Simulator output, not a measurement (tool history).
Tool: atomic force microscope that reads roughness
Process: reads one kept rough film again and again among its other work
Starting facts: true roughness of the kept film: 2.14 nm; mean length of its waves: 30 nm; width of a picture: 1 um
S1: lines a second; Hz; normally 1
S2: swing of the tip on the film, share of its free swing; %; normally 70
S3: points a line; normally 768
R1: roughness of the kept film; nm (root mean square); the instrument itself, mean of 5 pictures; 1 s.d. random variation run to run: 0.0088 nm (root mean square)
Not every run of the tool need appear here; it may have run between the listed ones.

| run | day | S1 | S2 | S3 | R1 |
|---|---|---|---|---|---|
| 1 | 0 | 1 | 70 | 768 | 1.967 |
| 2 | 0.621 | 1 | 74 | 768 | 1.952 |
| 3 | 1.317 | 1 | 68 | 768 | 1.963 |
| 4 | 1.708 | 1 | 70 | 768 | 1.976 |
| 5 | 2.421 | 1 | 70 | 768 | 1.963 |
|  | 3.3 | new tip fitted |
| 6 | 3.338 | 1 | 70 | 768 | 1.983 |
| 7 | 3.917 | 1 | 70 | 768 | 1.982 |
| 8 | 4.7 | 1 | 70 | 768 | 1.96 |
| 9 | 5.271 | 1 | 56 | 768 | 2.004 |
| 10 | 5.975 | 1 | 70 | 768 | 1.971 |
| 11 | 6.871 | 1 | 70 | 768 | 1.971 |
| 12 | 7.429 | 1 | 70 | 768 | 1.975 |
| 13 | 8.125 | 1 | 60 | 768 | 1.982 |
| 14 | 8.812 | 2.66 | 57 | 512 | 1.972 |
| 15 | 9.383 | 2.66 | 57 | 512 | 1.948 |
| 16 | 10.171 | 2.66 | 57 | 512 | 1.956 |
| 17 | 10.958 | 0.64 | 83 | 289 | 1.95 |
| 18 | 11.75 | 0.67 | 57 | 425 | 1.979 |
| 19 | 12.254 | 0.64 | 60 | 540 | 1.988 |
| 20 | 13.175 | 0.64 | 61 | 312 | 1.95 |
|  | 13.496 | new tip fitted |
| 21 | 13.8 | 1.95 | 66 | 327 | 1.936 |
| 22 | 14.758 | 1.95 | 66 | 327 | 1.954 |
| 23 | 15.296 | 1.86 | 63 | 366 | 1.949 |
| 24 | 15.946 | 2.81 | 82 | 414 | 1.819 |
| 25 | 16.408 | 1.37 | 60 | 847 | 1.977 |

Alternative continuations, all from the tool just after run 25; predict every row:
| A | 17.292 | 1 | 70 | 551 | ? |
| B | 17.292 | 1.04 | 65 | 753 | ? |
| C | 17.292 | 0.7 | 88 | 643 | ? |
| D | 17.292 | 0.72 | 60 | 847 | ? |

| run | R1 |
|---|---|
| A | 1.964 |
| B | 1.981 |
| C | 1.937 |
| D | 1.99 |
What these runs would have given with no unlogged condition in the tool:
| run | R1 |
|---|---|
| A | 1.967 |
| B | 1.984 |
| C | 1.94 |
| D | 1.993 |
